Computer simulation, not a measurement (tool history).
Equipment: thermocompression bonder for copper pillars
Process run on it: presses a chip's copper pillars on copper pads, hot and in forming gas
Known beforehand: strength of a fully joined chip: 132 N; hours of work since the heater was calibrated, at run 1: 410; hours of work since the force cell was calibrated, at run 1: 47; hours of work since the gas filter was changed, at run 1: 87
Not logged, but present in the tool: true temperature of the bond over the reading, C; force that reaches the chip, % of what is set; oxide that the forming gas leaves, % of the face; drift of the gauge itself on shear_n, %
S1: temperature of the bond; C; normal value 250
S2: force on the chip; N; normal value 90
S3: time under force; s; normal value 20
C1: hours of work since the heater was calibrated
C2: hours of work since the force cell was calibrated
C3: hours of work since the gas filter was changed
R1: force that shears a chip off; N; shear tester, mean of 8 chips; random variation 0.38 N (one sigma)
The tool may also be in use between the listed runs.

run	hour	S1	S2	S3	C1	C2	C3	R1
1	0.0	250	90	20	410	47	87	72.7
2	19.8	250	90	20	420	56	96	72.7
3	32.4	250	90	20	426	62	102	72.2
4	51.2	250	90	20	435	71	111	71.8
5	61.8	250	90	20	440	76	116	71.7
# hour 70.3: forming gas filter changed
6	71.3	250	90	20	444	80	0	77.5
7	82.5	250	90	20	449	85	6	77.0
8	99.2	250	90	20	457	93	14	77.0
9	113.2	267	90	20	464	100	20	92.5
10	129.6	267	90	20	471	108	28	92.3
11	146.6	250	90	20	480	116	36	76.2
12	166.5	250	90	20	489	125	46	75.4
13	185.7	250	99	20	498	134	55	78.4
14	196.4	250	95	20	503	139	60	76.5
15	208.5	250	95	20	509	145	65	76.5
# hour 211.2: force cell calibrated
16	220.5	248	90	20	514	4	70	73.7
17	237.7	250	90	20	522	13	78	73.7
18	246.5	250	90	20	526	17	83	74.0
19	266.6	250	90	20	536	26	92	74.2
# hour 278.9: force cell calibrated, once more
20	282.7	250	90	20	543	2	99	73.7
21	293.8	250	90	20	548	7	104	73.9
# hour 308.8: heater calibrated with a thermocouple chip
22	315.8	270	64	20	3	16	114	74.3
# hour 329.8: forming gas filter changed
23	335.8	224	90	20	13	26	3	47.3
24	348.9	224	90	20	19	32	9	47.1
25	361.6	245	61	15	25	38	15	49.7
26	379.6	245	61	15	33	46	24	48.9
27	396.4	245	66	44	41	54	31	74.8
28	410.1	270	131	34	48	61	38	112.4
29	426.9	232	79	20	56	69	46	50.2
30	441.5	232	79	20	63	76	53	50.1
31	457.2	237	132	10	70	83	60	54.5
32	465.9	250	70	11	74	87	64	50.3
33	480.4	250	70	11	81	94	71	49.6
34	496.8	274	90	20	89	102	79	91.5
35	508.1	225	128	20	94	107	84	56.5
36	521.8	242	58	22	101	114	91	51.0
37	541.3	242	58	22	110	123	100	51.3
38	551.9	242	58	22	115	128	105	50.8
39	565.8	236	113	20	121	135	112	62.5
40	576.8	240	90	13	127	140	117	50.6
# hour 583.3: forming gas filter changed
41	592.8	230	130	25	134	147	4	70.6

Measured less the same run without the tool's hidden state. The same run-to-run variation is in both; the gauge's scatter may not be:
run	R1
1	+0.8
2	+0.5
3	+0.2
4	-0.1
5	-0.3
6	+5.2
7	+5.0
8	+4.7
9	+3.8
10	+3.5
11	+3.8
12	+3.5
13	+3.2
14	+3.0
15	+2.8
16	+2.6
17	+2.2
18	+2.1
19	+1.8
20	+1.9
21	+1.7
22	-5.7
23	+0.1
24	+0.0
25	-0.1
26	-0.3
27	-0.8
28	-2.3
29	-0.7
30	-0.8
31	-1.2
32	-1.2
33	-1.4
34	-3.7
35	-1.8
36	-1.8
37	-2.1
38	-2.2
39	-2.9
40	-2.4
41	+1.7
